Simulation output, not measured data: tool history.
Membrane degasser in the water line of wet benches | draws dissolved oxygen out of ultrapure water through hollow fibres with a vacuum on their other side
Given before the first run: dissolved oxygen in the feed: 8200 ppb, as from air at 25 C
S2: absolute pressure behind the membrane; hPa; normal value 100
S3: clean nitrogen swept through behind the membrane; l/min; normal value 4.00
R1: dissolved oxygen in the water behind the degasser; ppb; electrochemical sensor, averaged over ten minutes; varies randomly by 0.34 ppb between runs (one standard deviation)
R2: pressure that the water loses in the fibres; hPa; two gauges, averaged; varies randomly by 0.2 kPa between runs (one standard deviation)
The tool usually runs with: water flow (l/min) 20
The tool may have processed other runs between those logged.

Run 1, hour 0.0: usual settings. Result: R1 88.4 ppb, R2 650.3 hPa.
Run 2, hour 54.0: usual settings. Result: R1 88.9 ppb, R2 647.8 hPa.
Run 3, hour 97.0: usual settings. Result: R1 88.6 ppb, R2 648.9 hPa.
Run 4, hour 158.8: usual settings. Result: R1 89.1 ppb, R2 649.5 hPa.
Run 5, hour 205.1: usual settings. Result: R1 88.5 ppb, R2 654.1 hPa.
Run 6, hour 274.6: usual settings. Result: R1 88.9 ppb, R2 646.3 hPa.
Run 7, hour 342.2: usual settings but water flow (l/min) 14. Result: R1 62.6 ppb, R2 453.0 hPa.
Run 8, hour 422.4: usual settings but water flow (l/min) 14. Result: R1 62.4 ppb, R2 454.6 hPa.
Run 9, hour 518.1: usual settings but water flow (l/min) 14. Result: R1 62.8 ppb, R2 452.3 hPa.
Run 10, hour 619.7: usual settings. Result: R1 88.9 ppb, R2 651.6 hPa.
Run 11, hour 672.5: usual settings but water flow (l/min) 18. Result: R1 79.8 ppb, R2 584.4 hPa.
Run 12, hour 727.0: usual settings but S2 221 hPa. Result: R1 232.8 ppb, R2 649.5 hPa.
Run 13, hour 814.0: usual settings but S2 221 hPa. Result: R1 232.4 ppb, R2 648.5 hPa.
Run 14, hour 896.3: usual settings but water flow (l/min) 16, S2 221 hPa. Result: R1 188.5 ppb, R2 520.3 hPa.
Run 15, hour 966.8: usual settings but S3 3.74 l/min. Result: R1 95.3 ppb, R2 650.9 hPa.
Run 16, hour 1011.1: usual settings but S3 3.74 l/min. Result: R1 95.0 ppb, R2 648.7 hPa.
Run 17, hour 1105.5: usual settings but S3 7.95 l/min. Result: R1 47.4 ppb, R2 649.2 hPa.
Run 18, hour 1207.7: usual settings but S2 135 hPa, S3 4.46 l/min. Result: R1 118.8 ppb, R2 650.5 hPa.
Run 19, hour 1274.5: usual settings but S2 135 hPa, S3 4.46 l/min. Result: R1 118.4 ppb, R2 652.0 hPa.

Run 20, settings as shown, results not yet in. Your forecast:
Run 20, hour 1347.3: usual settings but water flow (l/min) 16, S2 135 hPa, S3 6.03 l/min. Result: R1 ?, R2 ?.

Run 20 gave R1 71.8 ppb, R2 523.1 hPa.
Minus the tool's unlogged condition, the same run would have read R1 68.7 ppb, R2 518.2 hPa.
